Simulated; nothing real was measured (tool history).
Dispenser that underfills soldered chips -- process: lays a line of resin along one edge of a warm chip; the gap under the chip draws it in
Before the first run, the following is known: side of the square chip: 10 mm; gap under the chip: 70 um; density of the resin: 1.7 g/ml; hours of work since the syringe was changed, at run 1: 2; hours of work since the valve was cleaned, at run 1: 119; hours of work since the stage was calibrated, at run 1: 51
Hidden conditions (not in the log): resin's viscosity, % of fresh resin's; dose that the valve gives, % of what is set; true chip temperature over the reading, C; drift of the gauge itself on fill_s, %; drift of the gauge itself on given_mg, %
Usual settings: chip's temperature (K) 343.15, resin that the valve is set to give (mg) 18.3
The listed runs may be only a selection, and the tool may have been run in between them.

run   hour  chip's temperature (K)  resin that the valve is set to give (mg)  hours of work since the syringe was changed  hours of work since the valve was cleaned  hours of work since the stage was calibrated  time until the resin shows at the far edge (s)  resin that the valve gave (mg)
  1    0.0                  343.15                                      18.3                                            2                                        119                                            51                                            44.7                           17.69
       6.4  -- new syringe of resin
  2    8.4                  343.15                                      18.3                                            2                                        125                                            58                                            45.1                           17.71
  3   14.3                  343.15                                      18.3                                            6                                        130                                            62                                            53.7                           17.52
      15.4  -- new syringe of resin
  4   20.6                  343.15                                      17.5                                            4                                        134                                            67                                            50.1                           16.85
      23.8  -- new syringe of resin
      24.8  -- dispensing valve cleaned and set on the balance
  5   29.8                  343.15                                      17.5                                            4                                          4                                            73                                            48.8                           17.42
      33.3  -- new syringe of resin
  6   37.0                  343.15                                      17.1                                            3                                          9                                            78                                            48.1                           17.01
      42.0  -- new syringe of resin
  7   42.2                  343.15                                      23.2                                            0                                         13                                            82                                            42.4                           23.07
  8   49.2                  343.15                                      23.2                                            6                                         18                                            87                                            52.5                           22.98
      50.5  -- new syringe of resin
      59.2  -- new syringe of resin
  9   59.4                  343.15                                      23.2                                            0                                         26                                            95                                            41.6                           23.00
      68.2  -- new syringe of resin
 10   69.5                  343.15                                      18.3                                            1                                         33                                           102                                            42.5                           18.10
 11   74.7                  343.15                                      20.9                                            5                                         37                                           106                                            48.2                           20.56
      76.5  -- new syringe of resin
 12   79.8                  343.15                                      20.9                                            3                                         41                                           110                                            44.3                           20.60
      84.7  -- new syringe of resin
 13   89.5                  343.15                                      18.3                                            4                                         48                                           117                                            47.0                           17.98
      93.2  -- new syringe of resin
 14  100.4                  343.15                                      18.3                                            6                                         56                                           126                                            51.2                           18.02
     102.3  -- new syringe of resin
 15  107.2                  343.15                                      18.3                                            4                                         61                                           131                                            48.2                           17.93
     110.7  -- new syringe of resin
 16  112.7                  339.15                                      16.1                                            2                                         65                                           135                                            52.9                           15.79
     119.3  -- new syringe of resin
 17  122.6                  351.15                                      18.3                                            3                                         73                                           142                                            34.8                           17.87
     128.3  -- new syringe of resin
 18  131.3                  351.15                                      18.3                                            2                                         79                                           148                                            34.0                           17.85
     137.2  -- new syringe of resin
 19  141.8                  351.15                                      18.3                                            4                                         87                                           156                                            36.8                           17.73
     145.9  -- new syringe of resin
 20  152.1                  351.15                                      18.3                                            5                                         95                                           164                                            37.9                           17.78
     154.7  -- new syringe of resin
 21  161.1                  337.15                                      16.1                                            5                                        102                                           171                                            64.7                           15.60
     163.6  -- new syringe of resin
 22  169.2                  337.15                                      16.1                                            4                                        108                                           177                                            63.5                           15.52
     172.0  -- new syringe of resin
 23  178.3                  337.15                                      16.1                                            5                                        114                                           184                                            64.6                           15.46
     180.3  -- new syringe of resin
 24  185.1                  337.15                                      16.1                                            4                                        119                                           189                                            62.2                           15.46
     189.5  -- new syringe of resin
 25  193.9                  343.15                                      23.0                                            3                                        126                                           195                                            46.1                           22.05

Below are 4 alternative next runs, each starting from the tool's condition after run 25. Predict each:
     198.3  -- new syringe of resin
  A  199.1                  338.15                                      19.7                                            1                                        130                                           199                                               ?                               ?
     198.3  -- new syringe of resin
  B  199.1                  341.15                                      22.8                                            1                                        130                                           199                                               ?                               ?
     198.3  -- new syringe of resin
  C  199.1                  336.15                                      18.6                                            1                                        130                                           199                                               ?                               ?
     198.3  -- new syringe of resin
  D  199.1                  355.15                                      19.0                                            1                                        130                                           199                                               ?                               ?

run  time until the resin shows at the far edge (s)  resin that the valve gave (mg)
  A                                            50.5                           18.81
  B                                            45.6                           21.83
  C                                            54.4                           17.80
  D                                            29.1                           18.20
Take away the tool's hidden state, keep each run's random variation, and the runs would have read:
run  time until the resin shows at the far edge (s)  resin that the valve gave (mg)
  A                                            50.3                           19.64
  B                                            45.6                           22.80
  C                                            54.2                           18.59
  D                                            28.9                           19.00
